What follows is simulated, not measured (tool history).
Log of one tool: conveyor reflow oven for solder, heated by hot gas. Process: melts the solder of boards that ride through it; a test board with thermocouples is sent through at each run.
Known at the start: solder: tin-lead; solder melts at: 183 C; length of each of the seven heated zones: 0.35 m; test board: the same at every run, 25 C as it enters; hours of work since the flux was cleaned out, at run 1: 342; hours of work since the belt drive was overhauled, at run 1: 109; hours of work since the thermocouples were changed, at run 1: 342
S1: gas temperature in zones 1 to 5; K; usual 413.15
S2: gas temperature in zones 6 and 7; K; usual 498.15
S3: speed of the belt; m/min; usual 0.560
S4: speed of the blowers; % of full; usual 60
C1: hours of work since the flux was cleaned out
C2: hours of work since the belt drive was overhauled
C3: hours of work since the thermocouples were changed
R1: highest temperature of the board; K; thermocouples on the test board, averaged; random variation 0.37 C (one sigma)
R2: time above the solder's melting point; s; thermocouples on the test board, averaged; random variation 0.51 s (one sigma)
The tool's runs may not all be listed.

{"run": 1, "hour": 0.0, "S1": 413.15, "S2": 498.15, "S3": 0.56, "S4": 60, "C1": 342, "C2": 109, "C3": 342, "R1": 476.15, "R2": 42.4}
{"run": 2, "hour": 91.6, "S1": 413.15, "S2": 498.15, "S3": 0.56, "S4": 60, "C1": 393, "C2": 160, "C3": 393, "R1": 475.65, "R2": 41.1}
{"run": 3, "hour": 143.3, "S1": 413.15, "S2": 506.15, "S3": 0.56, "S4": 60, "C1": 422, "C2": 188, "C3": 422, "R1": 482.35, "R2": 48.1}
{"run": 4, "hour": 194.4, "S1": 413.15, "S2": 506.15, "S3": 0.56, "S4": 60, "C1": 451, "C2": 217, "C3": 451, "R1": 481.15, "R2": 47.5}
{"run": 5, "hour": 236.5, "S1": 413.15, "S2": 506.15, "S3": 0.584, "S4": 60, "C1": 474, "C2": 240, "C3": 474, "R1": 479.95, "R2": 43.4}
{"hour": 274.9, "done": "flux residue cleaned out of gas plates and filters"}
{"run": 6, "hour": 289.6, "S1": 413.15, "S2": 506.15, "S3": 0.584, "S4": 60, "C1": 8, "C2": 267, "C3": 501, "R1": 484.25, "R2": 50.2}
{"run": 7, "hour": 364.1, "S1": 413.15, "S2": 506.15, "S3": 0.584, "S4": 60, "C1": 50, "C2": 309, "C3": 543, "R1": 484.35, "R2": 48.8}
{"run": 8, "hour": 448.3, "S1": 413.15, "S2": 506.15, "S3": 0.584, "S4": 60, "C1": 97, "C2": 356, "C3": 589, "R1": 483.95, "R2": 48.2}
{"run": 9, "hour": 540.5, "S1": 413.15, "S2": 498.15, "S3": 0.56, "S4": 60, "C1": 148, "C2": 407, "C3": 641, "R1": 478.65, "R2": 44.5}
{"run": 10, "hour": 587.5, "S1": 413.15, "S2": 498.15, "S3": 0.56, "S4": 63, "C1": 174, "C2": 433, "C3": 667, "R1": 478.85, "R2": 45.9}
{"hour": 624.0, "done": "thermocouples of zones 6 and 7 changed"}
{"run": 11, "hour": 633.3, "S1": 413.15, "S2": 498.15, "S3": 0.648, "S4": 60, "C1": 199, "C2": 458, "C3": 5, "R1": 473.85, "R2": 31.9}
{"run": 12, "hour": 680.0, "S1": 413.15, "S2": 498.15, "S3": 0.51, "S4": 60, "C1": 225, "C2": 484, "C3": 31, "R1": 481.75, "R2": 52.6}
{"run": 13, "hour": 729.8, "S1": 413.15, "S2": 498.15, "S3": 0.56, "S4": 60, "C1": 252, "C2": 511, "C3": 59, "R1": 478.45, "R2": 44.7}
{"run": 14, "hour": 783.1, "S1": 413.15, "S2": 498.15, "S3": 0.56, "S4": 60, "C1": 282, "C2": 541, "C3": 89, "R1": 476.65, "R2": 43.7}
{"run": 15, "hour": 835.7, "S1": 413.15, "S2": 498.15, "S3": 0.521, "S4": 60, "C1": 311, "C2": 570, "C3": 118, "R1": 479.75, "R2": 51.0}
{"run": 16, "hour": 893.2, "S1": 414.15, "S2": 498.15, "S3": 0.56, "S4": 60, "C1": 343, "C2": 602, "C3": 150, "R1": 477.15, "R2": 43.1}
{"run": 17, "hour": 932.4, "S1": 414.15, "S2": 502.15, "S3": 0.451, "S4": 53, "C1": 365, "C2": 624, "C3": 172, "R1": 485.95, "R2": 67.5}
{"run": 18, "hour": 988.6, "S1": 418.15, "S2": 512.15, "S3": 0.451, "S4": 53, "C1": 397, "C2": 656, "C3": 203, "R1": 494.65, "R2": 77.0}
{"run": 19, "hour": 1042.8, "S1": 418.15, "S2": 512.15, "S3": 0.451, "S4": 53, "C1": 427, "C2": 686, "C3": 233, "R1": 494.45, "R2": 77.5}
{"run": 20, "hour": 1086.8, "S1": 407.15, "S2": 498.15, "S3": 0.664, "S4": 60, "C1": 451, "C2": 710, "C3": 258, "R1": 466.95, "R2": 20.7}
{"hour": 1161.9, "done": "flux residue cleaned out of gas plates and filters"}
{"run": 21, "hour": 1175.7, "S1": 412.15, "S2": 498.15, "S3": 0.467, "S4": 53, "C1": 8, "C2": 757, "C3": 305, "R1": 483.05, "R2": 63.3}
{"run": 22, "hour": 1227.9, "S1": 412.15, "S2": 498.15, "S3": 0.467, "S4": 53, "C1": 37, "C2": 786, "C3": 334, "R1": 482.45, "R2": 60.9}
{"run": 23, "hour": 1268.6, "S1": 412.15, "S2": 498.15, "S3": 0.467, "S4": 53, "C1": 60, "C2": 809, "C3": 356, "R1": 482.55, "R2": 61.5}
{"run": 24, "hour": 1318.4, "S1": 416.15, "S2": 498.15, "S3": 0.56, "S4": 60, "C1": 87, "C2": 837, "C3": 384, "R1": 478.95, "R2": 48.6}
{"run": 25, "hour": 1391.1, "S1": 426.15, "S2": 492.15, "S3": 0.56, "S4": 60, "C1": 128, "C2": 877, "C3": 425, "R1": 477.25, "R2": 49.0}
{"run": 26, "hour": 1482.4, "S1": 426.15, "S2": 492.15, "S3": 0.56, "S4": 60, "C1": 179, "C2": 928, "C3": 476, "R1": 474.95, "R2": 48.9}
{"run": 27, "hour": 1567.5, "S1": 426.15, "S2": 492.15, "S3": 0.56, "S4": 60, "C1": 226, "C2": 975, "C3": 523, "R1": 476.35, "R2": 47.9}
{"run": 28, "hour": 1615.8, "S1": 426.15, "S2": 492.15, "S3": 0.56, "S4": 60, "C1": 253, "C2": 1002, "C3": 550, "R1": 475.55, "R2": 46.6}
{"run": 29, "hour": 1656.5, "S1": 415.15, "S2": 494.15, "S3": 0.666, "S4": 65, "C1": 276, "C2": 1025, "C3": 573, "R1": 469.15, "R2": 27.9}
{"run": 30, "hour": 1725.6, "S1": 415.15, "S2": 494.15, "S3": 0.666, "S4": 65, "C1": 314, "C2": 1064, "C3": 611, "R1": 468.95, "R2": 26.4}

Forecast each of these 4 alternatives for the next run:
{"run": "A", "hour": 1792.0, "S1": 418.15, "S2": 492.15, "S3": 0.639, "S4": 65, "C1": 351, "C2": 1101, "C3": 648, "R1": "?", "R2": "?"}
{"run": "B", "hour": 1792.0, "S1": 413.15, "S2": 498.15, "S3": 0.458, "S4": 72, "C1": 351, "C2": 1101, "C3": 648, "R1": "?", "R2": "?"}
{"run": "C", "hour": 1792.0, "S1": 415.15, "S2": 510.15, "S3": 0.666, "S4": 65, "C1": 351, "C2": 1101, "C3": 648, "R1": "?", "R2": "?"}
{"run": "D", "hour": 1792.0, "S1": 413.15, "S2": 498.15, "S3": 0.56, "S4": 67, "C1": 351, "C2": 1101, "C3": 648, "R1": "?", "R2": "?"}

run=A R1=469.55 R2=29.1
run=B R1=483.85 R2=66.1
run=C R1=479.85 R2=39.6
run=D R1=477.65 R2=45.8
Without the tool's hidden state the same runs would have given:
run=A R1=473.45 R2=34.4
run=B R1=487.45 R2=68.6
run=C R1=484.45 R2=42.9
run=D R1=481.65 R2=49.7

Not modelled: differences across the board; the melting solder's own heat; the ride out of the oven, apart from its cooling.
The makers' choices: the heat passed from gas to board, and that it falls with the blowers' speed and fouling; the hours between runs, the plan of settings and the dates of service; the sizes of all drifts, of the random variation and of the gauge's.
